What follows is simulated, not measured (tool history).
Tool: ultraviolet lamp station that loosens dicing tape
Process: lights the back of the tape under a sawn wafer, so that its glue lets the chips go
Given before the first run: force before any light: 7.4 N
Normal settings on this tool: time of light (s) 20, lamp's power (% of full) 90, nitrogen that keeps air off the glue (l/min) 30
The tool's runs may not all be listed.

run   hour  time of light (s)  lamp's power (% of full)  nitrogen that keeps air off the glue (l/min)  force that peels the tape off (N)  light that reached the tape (mJ/cm2)
  1      0                 20                        90                                            30                              0.724                                   364
  2   23.9                 20                        90                                            30                              0.757                                   363
  3   42.2                 20                        90                                            30                              0.757                                   358
  4   63.3                 20                        90                                            30                              0.724                                   354
  5   78.6                 20                        90                                            30                              0.751                                   352
  6   88.9                 20                        93                                            30                               0.75                                   367
  7  107.5                 20                        93                                            30                               0.74                                   362
  8  122.2                 20                        90                                            48                              0.554                                   348
  9  136.4                 20                        90                                            48                              0.583                                   345
 10    157                 20                        90                                            30                              0.848                                   341
 11  181.3                 20                        90                                            30                              0.875                                   338
 12  204.4                 12                        90                                            14                              2.729                                   196
 13  216.8                 12                        90                                            14                              2.879                                   197
 14  230.8                 16                        76                                            13                              2.728                                   225
 15  248.4                 20                        90                                            28                              0.972                                   329
       250  -- window cleaned of glue's vapour
 16  264.7                 22                        65                                            13                              2.365                                   246
 17  281.9                 13                        95                                            13                              2.703                                   212
 18  295.5                 17                        61                                            21                              2.622                                   174
 19  316.2                 17                        61                                            21                              2.672                                   175
 20  326.5                 19                        80                                            15                              2.045                                   257
 21  341.1                 12                        61                                            15                              4.061                                   122

Below are 4 alternative next runs, each starting from the tool's condition after run 21. Predict each:
  A  353.6                 24                        76                                            30                                  ?                                     ?
  B  353.6                 38                        99                                            14                                  ?                                     ?
  C  353.6                 22                        63                                            10                                  ?                                     ?
  D  353.6                 20                        90                                            11                                  ?                                     ?

run  force that peels the tape off (N)  light that reached the tape (mJ/cm2)
  A                              1.072                                   302
  B                               0.46                                   632
  C                              2.847                                   232
  D                              2.103                                   297
Take away the tool's hidden state, keep each run's random variation, and the runs would have read:
run  force that peels the tape off (N)  light that reached the tape (mJ/cm2)
  A                              0.371                                   498
  B                              0.166                                  1036
  C                              1.573                                   381
  D                              0.972                                   490

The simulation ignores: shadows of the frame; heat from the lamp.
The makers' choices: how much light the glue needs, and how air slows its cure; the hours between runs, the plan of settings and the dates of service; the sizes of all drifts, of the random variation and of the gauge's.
